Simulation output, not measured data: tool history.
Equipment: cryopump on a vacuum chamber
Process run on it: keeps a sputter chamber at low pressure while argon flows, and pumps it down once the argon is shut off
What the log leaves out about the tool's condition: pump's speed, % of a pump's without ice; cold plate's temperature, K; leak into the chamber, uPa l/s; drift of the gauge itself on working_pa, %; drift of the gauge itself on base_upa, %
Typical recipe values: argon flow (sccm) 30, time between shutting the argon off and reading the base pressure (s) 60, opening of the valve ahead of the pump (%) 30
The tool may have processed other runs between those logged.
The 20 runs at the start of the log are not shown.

run	hour	argon flow (sccm)	time between shutting the argon off and reading the base pressure (s)	opening of the valve ahead of the pump (%)	hours of work since the pump was warmed up and emptied	hours of work since the cold head was overhauled	hours of work since the chamber's fittings were tightened	pressure while argon flows (Pa)	pressure after the wait (uPa)
21	499	29	52	20	766	766	534	0.2225	2.22
22	528.2	54	126	30	787	787	555	0.2855	1.53
23	544.5	30	60	44	799	799	567	0.1125	2.08
24	563.9	30	60	44	813	813	581	0.1124	2.1
25	590.2	12	270	50	832	832	600	0.0402	1.31
26	619.4	15	91	30	853	853	621	0.0797	1.7
27	647.7	30	94	55	873	873	641	0.0937	1.78
28	664.3	30	94	55	885	885	653	0.0937	1.84
29	684.6	30	141	55	900	900	668	0.0944	1.64
30	719.7	38	222	19	925	925	693	0.3117	1.48
31	754.9	50	44	57	950	950	718	0.1542	2.69
32	789.3	50	44	57	975	975	743	0.1553	2.8
33	817.9	50	44	57	996	996	763	0.1549	2.73
# hour 834.6: pump warmed up, emptied and cooled again
34	849.8	30	84	19	11	1015	783	0.2301	1.75
35	868.1	30	84	19	24	1028	796	0.2306	1.74

Here are 3 independent what-if runs from the current tool condition. What would each one return?
A	886.8	15	80	28	38	1042	809	?	?
B	886.8	22	84	19	38	1042	809	?	?
C	886.8	20	60	30	38	1042	809	?	?

run	pressure while argon flows (Pa)	pressure after the wait (uPa)
A	0.0784	1.81
B	0.1704	1.83
C	0.0966	2.08
Had the tool no hidden state, the same runs would have come out as:
run	pressure while argon flows (Pa)	pressure after the wait (uPa)
A	0.0778	1.06
B	0.1695	1.06
C	0.0959	1.33

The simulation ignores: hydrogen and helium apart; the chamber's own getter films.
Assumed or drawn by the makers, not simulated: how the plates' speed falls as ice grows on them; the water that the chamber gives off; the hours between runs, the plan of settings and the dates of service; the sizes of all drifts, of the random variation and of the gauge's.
